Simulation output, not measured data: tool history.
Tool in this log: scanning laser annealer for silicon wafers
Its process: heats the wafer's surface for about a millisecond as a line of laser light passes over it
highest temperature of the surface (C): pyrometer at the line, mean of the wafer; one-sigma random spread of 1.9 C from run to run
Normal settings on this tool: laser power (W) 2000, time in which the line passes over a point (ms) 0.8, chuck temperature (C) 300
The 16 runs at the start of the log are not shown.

run,hour,laser power (W),time in which the line passes over a point (ms),chuck temperature (C),hours of work since the window was cleaned,hours of work since the power meter was calibrated,hours of work since the optics were aligned,highest temperature of the surface (C)
17,443.8,2000,0.805,300,430,901,154,1102
18,472.1,2000,0.805,300,446,918,170,1100
19,512.8,2000,0.805,300,470,941,194,1097
20,536.1,1833,0.765,291,483,954,207,1007
21,557.3,1826,0.84,300,495,966,219,1053
22,589.7,1826,0.811,300,514,985,238,1037
23,619.9,1826,0.811,300,531,1002,255,1035
24,646.1,1729,0.944,337,546,1017,270,1101
25,681.7,2094,0.587,262,567,1038,290,955
26,713.1,2040,0.8,300,585,1056,308,1114
27,741,1794,0.829,261,601,1072,324,994
28,779.5,2000,0.779,300,623,1094,346,1083
29,801.2,2000,0.779,300,635,1106,359,1084
30,837.7,2000,0.997,274,656,1127,380,1182
31,864.6,2079,0.627,274,671,1143,395,988
32,902.1,2079,0.627,274,693,1164,417,991
# hour 911.3: window over the wafer cleaned
33,942.7,2000,0.767,312,18,1186,439,1090

Each row is a separate what-if for the run after 33, all from the same tool condition, not one after another. Results?
A,973.6,2000,0.704,300,36,1204,457,?
B,973.6,2036,0.8,330,36,1204,457,?
C,973.6,2116,0.688,300,36,1204,457,?
D,973.6,1812,0.653,312,36,1204,457,?
E,973.6,2134,0.703,311,36,1204,457,?

run,highest temperature of the surface (C)
A,1039
B,1143
C,1068
D,954
E,1093
What these runs would have given with no unlogged condition in the tool:
run,highest temperature of the surface (C)
A,1039
B,1143
C,1068
D,954
E,1093
